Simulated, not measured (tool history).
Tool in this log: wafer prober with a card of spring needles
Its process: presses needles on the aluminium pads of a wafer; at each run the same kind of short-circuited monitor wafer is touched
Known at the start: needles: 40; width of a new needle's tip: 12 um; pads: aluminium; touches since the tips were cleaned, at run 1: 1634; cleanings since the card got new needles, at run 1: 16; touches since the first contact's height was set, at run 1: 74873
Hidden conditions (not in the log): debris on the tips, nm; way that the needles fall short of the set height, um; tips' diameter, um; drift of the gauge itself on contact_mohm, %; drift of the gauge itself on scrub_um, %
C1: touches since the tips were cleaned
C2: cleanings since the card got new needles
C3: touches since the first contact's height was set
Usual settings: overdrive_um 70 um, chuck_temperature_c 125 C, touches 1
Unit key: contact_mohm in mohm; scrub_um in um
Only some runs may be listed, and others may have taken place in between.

{"run": 1, "day": 0.0, "overdrive_um": 70, "chuck_temperature_c": 125, "touches": 1, "C1": 1634, "C2": 16, "C3": 74873, "contact_mohm": 193, "scrub_um": 12.38}
{"run": 2, "day": 0.158, "overdrive_um": 70, "chuck_temperature_c": 125, "touches": 1, "C1": 3859, "C2": 16, "C3": 77098, "contact_mohm": 201, "scrub_um": 12.45}
{"day": 0.196, "done": "tips cleaned on abrasive film"}
{"run": 3, "day": 0.408, "overdrive_um": 82, "chuck_temperature_c": 125, "touches": 1, "C1": 2992, "C2": 17, "C3": 80574, "contact_mohm": 198, "scrub_um": 14.92}
{"day": 0.508, "done": "tips cleaned on abrasive film"}
{"run": 4, "day": 0.646, "overdrive_um": 70, "chuck_temperature_c": 125, "touches": 1, "C1": 1958, "C2": 18, "C3": 83885, "contact_mohm": 198, "scrub_um": 12.5}
{"day": 0.8, "done": "tips cleaned on abrasive film"}
{"run": 5, "day": 0.975, "overdrive_um": 70, "chuck_temperature_c": 125, "touches": 1, "C1": 2457, "C2": 19, "C3": 88485, "contact_mohm": 197, "scrub_um": 12.43}
{"day": 1.117, "done": "tips cleaned on abrasive film"}
{"run": 6, "day": 1.246, "overdrive_um": 70, "chuck_temperature_c": 125, "touches": 1, "C1": 1858, "C2": 20, "C3": 92297, "contact_mohm": 196, "scrub_um": 12.5}
{"day": 1.429, "done": "tips cleaned on abrasive film"}
{"run": 7, "day": 1.512, "overdrive_um": 70, "chuck_temperature_c": 125, "touches": 1, "C1": 1136, "C2": 21, "C3": 95973, "contact_mohm": 194, "scrub_um": 12.7}
{"day": 1.725, "done": "tips cleaned on abrasive film"}
{"run": 8, "day": 1.9, "overdrive_um": 70, "chuck_temperature_c": 26, "touches": 1, "C1": 2502, "C2": 22, "C3": 101449, "contact_mohm": 186, "scrub_um": 12.39}
{"day": 2.033, "done": "tips cleaned on abrasive film"}
{"run": 9, "day": 2.092, "overdrive_um": 70, "chuck_temperature_c": 26, "touches": 1, "C1": 816, "C2": 23, "C3": 104063, "contact_mohm": 174, "scrub_um": 12.46}
{"run": 10, "day": 2.258, "overdrive_um": 70, "chuck_temperature_c": 125, "touches": 1, "C1": 3191, "C2": 23, "C3": 106438, "contact_mohm": 204, "scrub_um": 12.52}
{"day": 2.342, "done": "tips cleaned on abrasive film"}
{"run": 11, "day": 2.588, "overdrive_um": 70, "chuck_temperature_c": 125, "touches": 1, "C1": 3455, "C2": 24, "C3": 111034, "contact_mohm": 207, "scrub_um": 12.36}
{"day": 2.65, "done": "tips cleaned on abrasive film"}
{"run": 12, "day": 2.833, "overdrive_um": 70, "chuck_temperature_c": 125, "touches": 1, "C1": 2602, "C2": 25, "C3": 114469, "contact_mohm": 204, "scrub_um": 12.44}
{"day": 2.962, "done": "tips cleaned on abrasive film"}
{"run": 13, "day": 3.104, "overdrive_um": 77, "chuck_temperature_c": 44, "touches": 2, "C1": 1966, "C2": 26, "C3": 118221, "contact_mohm": 176, "scrub_um": 13.56}
{"day": 3.254, "done": "tips cleaned on abrasive film"}
{"run": 14, "day": 3.425, "overdrive_um": 70, "chuck_temperature_c": 125, "touches": 2, "C1": 2409, "C2": 27, "C3": 122730, "contact_mohm": 194, "scrub_um": 12.25}
{"day": 3.55, "done": "tips cleaned on abrasive film"}
{"run": 15, "day": 3.6, "overdrive_um": 69, "chuck_temperature_c": 29, "touches": 2, "C1": 682, "C2": 28, "C3": 125131, "contact_mohm": 171, "scrub_um": 12.19}
{"day": 3.846, "done": "tips cleaned on abrasive film"}
{"run": 16, "day": 3.95, "overdrive_um": 69, "chuck_temperature_c": 29, "touches": 2, "C1": 1494, "C2": 29, "C3": 130063, "contact_mohm": 176, "scrub_um": 12.43}
{"day": 4.142, "done": "tips cleaned on abrasive film"}
{"run": 17, "day": 4.258, "overdrive_um": 69, "chuck_temperature_c": 31, "touches": 2, "C1": 1646, "C2": 30, "C3": 134367, "contact_mohm": 173, "scrub_um": 12.28}
{"day": 4.442, "done": "tips cleaned on abrasive film"}
{"run": 18, "day": 4.442, "overdrive_um": 69, "chuck_temperature_c": 31, "touches": 2, "C1": 0, "C2": 31, "C3": 136874, "contact_mohm": 168, "scrub_um": 12.14}
{"run": 19, "day": 4.617, "overdrive_um": 69, "chuck_temperature_c": 31, "touches": 2, "C1": 2464, "C2": 31, "C3": 139338, "contact_mohm": 180, "scrub_um": 12.08}
{"day": 4.742, "done": "tips cleaned on abrasive film"}
{"run": 20, "day": 4.95, "overdrive_um": 69, "chuck_temperature_c": 31, "touches": 2, "C1": 2998, "C2": 32, "C3": 144045, "contact_mohm": 182, "scrub_um": 12.1}
{"day": 5.038, "done": "tips cleaned on abrasive film"}
{"run": 21, "day": 5.262, "overdrive_um": 69, "chuck_temperature_c": 31, "touches": 2, "C1": 3182, "C2": 33, "C3": 148385, "contact_mohm": 183, "scrub_um": 12.17}
{"day": 5.35, "done": "tips cleaned on abrasive film"}
{"run": 22, "day": 5.533, "overdrive_um": 69, "chuck_temperature_c": 31, "touches": 2, "C1": 2575, "C2": 34, "C3": 152133, "contact_mohm": 181, "scrub_um": 12.06}
{"day": 5.65, "done": "tips cleaned on abrasive film"}
{"run": 23, "day": 5.85, "overdrive_um": 60, "chuck_temperature_c": 44, "touches": 1, "C1": 2801, "C2": 35, "C3": 156572, "contact_mohm": 200, "scrub_um": 10.23}
{"day": 5.946, "done": "tips cleaned on abrasive film"}
{"run": 24, "day": 6.012, "overdrive_um": 60, "chuck_temperature_c": 44, "touches": 1, "C1": 941, "C2": 36, "C3": 158814, "contact_mohm": 185, "scrub_um": 10.51}

Results per run with the tool's hidden condition removed, run-to-run variation unchanged:
run=1 contact_mohm=183 scrub_um=12.66
run=2 contact_mohm=181 scrub_um=12.74
run=3 contact_mohm=184 scrub_um=15.23
run=4 contact_mohm=185 scrub_um=12.82
run=5 contact_mohm=182 scrub_um=12.77
run=6 contact_mohm=182 scrub_um=12.86
run=7 contact_mohm=185 scrub_um=13.07
run=8 contact_mohm=167 scrub_um=12.77
run=9 contact_mohm=166 scrub_um=12.87
run=10 contact_mohm=185 scrub_um=12.93
run=11 contact_mohm=186 scrub_um=12.78
run=12 contact_mohm=186 scrub_um=12.88
run=13 contact_mohm=168 scrub_um=14.02
run=14 contact_mohm=184 scrub_um=12.74
run=15 contact_mohm=166 scrub_um=12.69
run=16 contact_mohm=167 scrub_um=12.95
run=17 contact_mohm=163 scrub_um=12.82
run=18 contact_mohm=166 scrub_um=12.7
run=19 contact_mohm=168 scrub_um=12.63
run=20 contact_mohm=168 scrub_um=12.66
run=21 contact_mohm=167 scrub_um=12.77
run=22 contact_mohm=167 scrub_um=12.67
run=23 contact_mohm=172 scrub_um=10.85
run=24 contact_mohm=173 scrub_um=11.15

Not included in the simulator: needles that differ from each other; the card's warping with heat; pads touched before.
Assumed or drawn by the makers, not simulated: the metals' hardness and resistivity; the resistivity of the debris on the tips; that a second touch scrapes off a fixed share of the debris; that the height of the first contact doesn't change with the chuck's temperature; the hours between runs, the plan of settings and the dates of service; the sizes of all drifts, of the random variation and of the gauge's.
